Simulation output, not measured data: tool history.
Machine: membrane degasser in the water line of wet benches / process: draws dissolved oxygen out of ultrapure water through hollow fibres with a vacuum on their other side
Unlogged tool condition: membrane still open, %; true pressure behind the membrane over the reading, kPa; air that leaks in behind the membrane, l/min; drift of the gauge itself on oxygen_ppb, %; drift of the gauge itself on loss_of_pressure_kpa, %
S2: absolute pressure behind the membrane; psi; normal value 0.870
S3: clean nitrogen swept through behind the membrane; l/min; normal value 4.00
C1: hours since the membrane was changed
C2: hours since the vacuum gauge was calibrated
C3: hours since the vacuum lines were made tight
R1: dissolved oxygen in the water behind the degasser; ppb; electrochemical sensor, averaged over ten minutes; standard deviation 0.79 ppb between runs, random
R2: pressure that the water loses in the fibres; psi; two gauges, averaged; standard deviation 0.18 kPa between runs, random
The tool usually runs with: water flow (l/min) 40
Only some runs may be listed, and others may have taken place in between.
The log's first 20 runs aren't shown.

run 21 hour=1004.4 | water_flow_(l/min)=26 S2=0.687 S3=1.91 | C1=1156 C2=1438 C3=7687 | R1=50.0 R2=2.976
run 22 hour=1050.0 | water_flow_(l/min)=34 S2=0.687 S3=1.91 | C1=1202 C2=1484 C3=7732 | R1=66.0 R2=3.841
run 23 hour=1082.7 | water_flow_(l/min)=40 S2=0.843 S3=3.60 | C1=1235 C2=1517 C3=7765 | R1=76.3 R2=4.521
run 24 hour=1124.1 | water_flow_(l/min)=39 S2=0.870 S3=3.51 | C1=1276 C2=1558 C3=7806 | R1=81.2 R2=4.416
run 25 hour=1189.6 | water_flow_(l/min)=39 S2=0.870 S3=3.51 | C1=1342 C2=1624 C3=7872 | R1=80.2 R2=4.408
run 26 hour=1221.1 | water_flow_(l/min)=33 S2=1.272 S3=2.00 | C1=1373 C2=1655 C3=7903 | R1=205.7 R2=3.704
-- hour=1239.3 seals of the vacuum lines changed
run 27 hour=1293.5 | water_flow_(l/min)=25 S2=1.272 S3=9.54 | C1=1444 C2=1725 C3=54 | R1=36.3 R2=2.815
run 28 hour=1346.6 | water_flow_(l/min)=26 S2=1.112 S3=9.54 | C1=1497 C2=1779 C3=107 | R1=30.6 R2=2.937
run 29 hour=1414.3 | water_flow_(l/min)=40 S2=1.062 S3=1.74 | C1=1564 C2=1846 C3=175 | R1=212.3 R2=4.547
run 30 hour=1470.7 | water_flow_(l/min)=24 S2=2.032 S3=4.00 | C1=1621 C2=1903 C3=231 | R1=153.2 R2=2.764
run 31 hour=1508.6 | water_flow_(l/min)=24 S2=2.032 S3=4.00 | C1=1659 C2=1941 C3=269 | R1=154.5 R2=2.731

Consider 3 possible next runs. They are alternatives, not a sequence: every one starts from the tool as it was left by run 31. What does each give?
run A hour=1566.1 | water_flow_(l/min)=47 S2=2.167 S3=4.00 | C1=1716 C2=1998 C3=327 | R1=? R2=?
run B hour=1566.1 | water_flow_(l/min)=48 S2=1.066 S3=4.00 | C1=1716 C2=1998 C3=327 | R1=? R2=?
run C hour=1566.1 | water_flow_(l/min)=40 S2=0.740 S3=4.00 | C1=1716 C2=1998 C3=327 | R1=? R2=?

run=A R1=329.5 R2=5.311
run=B R1=135.6 R2=5.459
run=C R1=53.5 R2=4.535
With no hidden state in the tool, these same runs would have given:
run=A R1=326.8 R2=5.243
run=B R1=132.8 R2=5.388
run=C R1=51.7 R2=4.477
